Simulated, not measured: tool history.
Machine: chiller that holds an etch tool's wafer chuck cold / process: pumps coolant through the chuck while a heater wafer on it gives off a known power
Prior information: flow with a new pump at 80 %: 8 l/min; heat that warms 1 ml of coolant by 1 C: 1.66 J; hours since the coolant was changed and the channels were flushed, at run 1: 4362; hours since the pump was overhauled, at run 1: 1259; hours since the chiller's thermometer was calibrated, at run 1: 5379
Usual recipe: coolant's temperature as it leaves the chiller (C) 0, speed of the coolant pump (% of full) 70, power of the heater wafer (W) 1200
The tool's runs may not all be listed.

run,hour,coolant's temperature as it leaves the chiller (C),speed of the coolant pump (% of full),power of the heater wafer (W),hours since the coolant was changed and the channels were flushed,hours since the pump was overhauled,hours since the chiller's thermometer was calibrated,chuck's temperature once it has settled (C),how much warmer the coolant comes back (C)
1,0,0,70,1200,4362,1259,5379,12.1,6.27
2,124.7,0,70,1200,4487,1384,5503,12.2,6.28
3,226.6,0,70,1200,4589,1486,5605,12.2,6.27
4,341.3,0,70,1200,4704,1600,5720,12.3,6.31
# hour 361.6: chiller's thermometer calibrated
5,448.9,0,61,1200,4810,1707,87,12.9,7.21
6,502.3,5,88,1576,4864,1761,141,17.9,6.66
7,574.2,-4,73,938,4935,1832,213,4.7,4.76
8,657.9,-7,90,975,5019,1916,296,1,4.06
9,764.6,1,70,1494,5126,2023,403,15.6,7.96
10,832.8,5,77,644,5194,2091,471,11,3.15

How the hidden state differs across the entries between the runs, from the last listed run before each to the first after it:
From run 4 to run 5: chiller's thermometer calibrated (hour 361.6)
  heat passed by the chuck's channels, % of clean ones': 91.2 -> 91; flow at a given pump speed, % of a new pump's: 97.1 -> 97; coolant's true temperature over the reading, C: 0.67 -> 0
  what was measured, less what the result would be without the hidden state, chuck's temperature once it has settled (C): +1.6 -> +1; how much warmer the coolant comes back (C): +0.18 -> +0.22
